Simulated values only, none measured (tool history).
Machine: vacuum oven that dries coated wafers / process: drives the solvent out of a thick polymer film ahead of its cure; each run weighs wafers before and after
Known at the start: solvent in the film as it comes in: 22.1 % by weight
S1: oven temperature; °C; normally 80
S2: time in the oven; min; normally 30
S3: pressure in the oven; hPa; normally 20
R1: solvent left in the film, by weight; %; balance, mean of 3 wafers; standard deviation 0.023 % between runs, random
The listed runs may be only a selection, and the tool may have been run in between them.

run 1 hour=0 | S1=80 S2=30 S3=20 | R1=2.28
run 2 hour=14.5 | S1=80 S2=30 S3=20 | R1=2.3
run 3 hour=22.5 | S1=80 S2=30 S3=20 | R1=2.3
run 4 hour=30.1 | S1=80 S2=30 S3=20 | R1=2.32
run 5 hour=43.1 | S1=80 S2=30 S3=20 | R1=2.29
run 6 hour=54.3 | S1=80 S2=30 S3=25.1 | R1=2.54
run 7 hour=61.8 | S1=80 S2=30 S3=25.1 | R1=2.53
run 8 hour=77.5 | S1=80 S2=30 S3=25.1 | R1=2.53
run 9 hour=88.6 | S1=80 S2=30 S3=25.1 | R1=2.51
run 10 hour=103.9 | S1=80 S2=30 S3=25.1 | R1=2.49
run 11 hour=115.7 | S1=74 S2=30 S3=20 | R1=4.55
run 12 hour=130.8 | S1=80 S2=30 S3=67.6 | R1=4.34
run 13 hour=140.6 | S1=80 S2=30 S3=67.6 | R1=4.33
run 14 hour=154.1 | S1=80 S2=30 S3=67.6 | R1=4.34
run 15 hour=171.2 | S1=80 S2=30 S3=67.6 | R1=4.32
run 16 hour=186 | S1=92 S2=30 S3=20 | R1=0.6
run 17 hour=198 | S1=92 S2=30 S3=20 | R1=0.63
run 18 hour=213.9 | S1=80 S2=30 S3=20 | R1=2.31
run 19 hour=228.8 | S1=80 S2=18 S3=20 | R1=4.64
run 20 hour=236.9 | S1=80 S2=18 S3=29.7 | R1=5.04
run 21 hour=244.3 | S1=80 S2=30 S3=39.8 | R1=3.12
run 22 hour=255.6 | S1=80 S2=30 S3=39.8 | R1=3.14
run 23 hour=265.8 | S1=66 S2=30 S3=39.8 | R1=9.73
run 24 hour=282.6 | S1=66 S2=30 S3=39.8 | R1=9.66
run 25 hour=295 | S1=71 S2=46 S3=76.4 | R1=7
run 26 hour=304.4 | S1=90 S2=31 S3=39 | R1=1.28
run 27 hour=318.1 | S1=83 S2=41 S3=20 | R1=1.07
run 28 hour=328.1 | S1=82 S2=42 S3=20 | R1=1.15
run 29 hour=337.5 | S1=81 S2=16 S3=25.4 | R1=5.13
run 30 hour=345.6 | S1=81 S2=16 S3=25.4 | R1=5.14
run 31 hour=353.4 | S1=81 S2=16 S3=25.4 | R1=5.14
run 32 hour=363.8 | S1=90 S2=23 S3=26.4 | R1=1.14
run 33 hour=378 | S1=82 S2=23 S3=61.3 | R1=4.29
run 34 hour=388.4 | S1=82 S2=23 S3=13.1 | R1=2.44
run 35 hour=402.4 | S1=70 S2=15 S3=24.2 | R1=10.84
run 36 hour=418.2 | S1=70 S2=15 S3=24.2 | R1=10.86
run 37 hour=426 | S1=80 S2=23 S3=21.6 | R1=3.5
run 38 hour=443.2 | S1=86 S2=24 S3=10.2 | R1=1.14
run 39 hour=451.9 | S1=86 S2=25 S3=47.1 | R1=2.38
run 40 hour=465.6 | S1=86 S2=25 S3=47.1 | R1=2.32
run 41 hour=473.7 | S1=82 S2=30 S3=30.5 | R1=2.24
run 42 hour=484.7 | S1=71 S2=17 S3=31 | R1=9.97
run 43 hour=496.9 | S1=71 S2=17 S3=31 | R1=9.91
run 44 hour=505.3 | S1=75 S2=17 S3=24.2 | R1=7.68
-- hour=511.7 oven's thermocouples calibrated
run 45 hour=523.5 | S1=78 S2=24 S3=39.2 | R1=4.85
run 46 hour=539.5 | S1=78 S2=24 S3=39.2 | R1=4.82
run 47 hour=548.2 | S1=87 S2=15 S3=39.2 | R1=3.49

Selected run-to-run steps in R1, each split into two signed amounts: the part the tool would show with no hidden state at all (from settings, incoming material and random variation), and the remainder, which goes to the hidden state together with any gauge scatter not common to the measured and the hidden-state-free results:
Hidden state present: true wafer temperature over the reading, C; true pressure over the reading, kPa; drift of the gauge itself on solvent_pct, %.
Run 10 -> 11: S1 80 -> 74, S3 25.1 -> 20. R1 +2.06 %: hidden state -0.02, all else +2.08.
Run 15 -> 16: S1 80 -> 92, S3 67.6 -> 20. R1 -3.72 %: hidden state +0.02, all else -3.74.
Run 25 -> 26: S1 71 -> 90, S2 46 -> 31, S3 76.4 -> 39. R1 -5.72 %: hidden state +0.03, all else -5.75.
Run 34 -> 35: S1 82 -> 70, S2 23 -> 15, S3 13.1 -> 24.2. R1 +8.4 %: hidden state -0.01, all else +8.41.
Run 36 -> 37: S1 70 -> 80, S2 15 -> 23, S3 24.2 -> 21.6. R1 -7.36 %: hidden state +0.01, all else -7.37.
Run 41 -> 42: S1 82 -> 71, S2 30 -> 17, S3 30.5 -> 31. R1 +7.73 %: hidden state -0.02, all else +7.75.
